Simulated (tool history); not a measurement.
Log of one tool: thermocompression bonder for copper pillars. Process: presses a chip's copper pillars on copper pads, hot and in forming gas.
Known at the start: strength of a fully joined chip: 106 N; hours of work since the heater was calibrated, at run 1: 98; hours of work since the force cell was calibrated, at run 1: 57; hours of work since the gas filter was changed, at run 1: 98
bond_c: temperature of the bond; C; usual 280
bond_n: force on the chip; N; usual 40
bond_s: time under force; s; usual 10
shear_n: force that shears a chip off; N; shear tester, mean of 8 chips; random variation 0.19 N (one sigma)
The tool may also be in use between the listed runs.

run   hour  bond_c  bond_n  bond_s  hours of work since the heater was calibrated  hours of work since the force cell was calibrated  hours of work since the gas filter was changed  shear_n
  1    0.0     280      40      10                                             98                                                 57                                              98     51.7
       4.4  -- forming gas filter changed
  2    7.6     280      40      10                                            102                                                 61                                               2     51.4
  3   19.7     277      40      10                                            108                                                 67                                               8     49.7
  4   28.6     280      40      10                                            113                                                 71                                              12     51.4
  5   36.7     280      57      10                                            117                                                 76                                              16     70.6
  6   48.8     280      57      10                                            123                                                 82                                              22     70.3
  7   59.3     291      40      10                                            128                                                 87                                              28     59.1
  8   65.9     280      40      10                                            131                                                 90                                              31     51.8
  9   75.9     280      40      10                                            136                                                 95                                              36     51.2
 10   87.8     280      26      10                                            142                                                101                                              42     32.3
 11   95.4     280      40      24                                            146                                                105                                              46     68.5
 12  107.3     280      40      24                                            152                                                111                                              52     68.1
 13  119.1     280      40      24                                            158                                                117                                              58     68.4
 14  125.5     262      40      10                                            162                                                120                                              61     40.0
 15  132.1     280      40      11                                            165                                                124                                              65     53.0
 16  138.9     310      52       6                                            168                                                127                                              68     76.4
 17  146.0     310      52      29                                            172                                                131                                              72     99.8
 18  151.2     288      36      10                                            175                                                133                                              74     51.5
 19  158.7     288      36      10                                            178                                                137                                              78     51.6
 20  167.0     288      36      10                                            183                                                141                                              82     51.3
 21  172.1     275      29      21                                            185                                                144                                              85     45.1
 22  180.6     258      58      19                                            189                                                148                                              89     67.5
 23  191.7     301      32      10                                            195                                                154                                              95     53.4
 24  201.7     282      38       6                                            200                                                159                                             100     41.3

4 ways to go on from here, each from the tool as it stands after run 24. What would each give?
     204.2  -- forming gas filter changed
  A  208.6     296      50       8                                            203                                                162                                               2        ?
     204.2  -- forming gas filter changed
  B  208.6     299      38       6                                            203                                                162                                               2        ?
     204.2  -- forming gas filter changed
  C  208.6     282      38      10                                            203                                                162                                               2        ?
     204.2  -- forming gas filter changed
  D  208.6     299      40      10                                            203                                                162                                               2        ?

run  shear_n
  A     70.2
  B     52.3
  C     50.2
  D     64.4
Without the tool's hidden state the same runs would have given:
run  shear_n
  A     70.2
  B     52.3
  C     50.2
  D     64.4
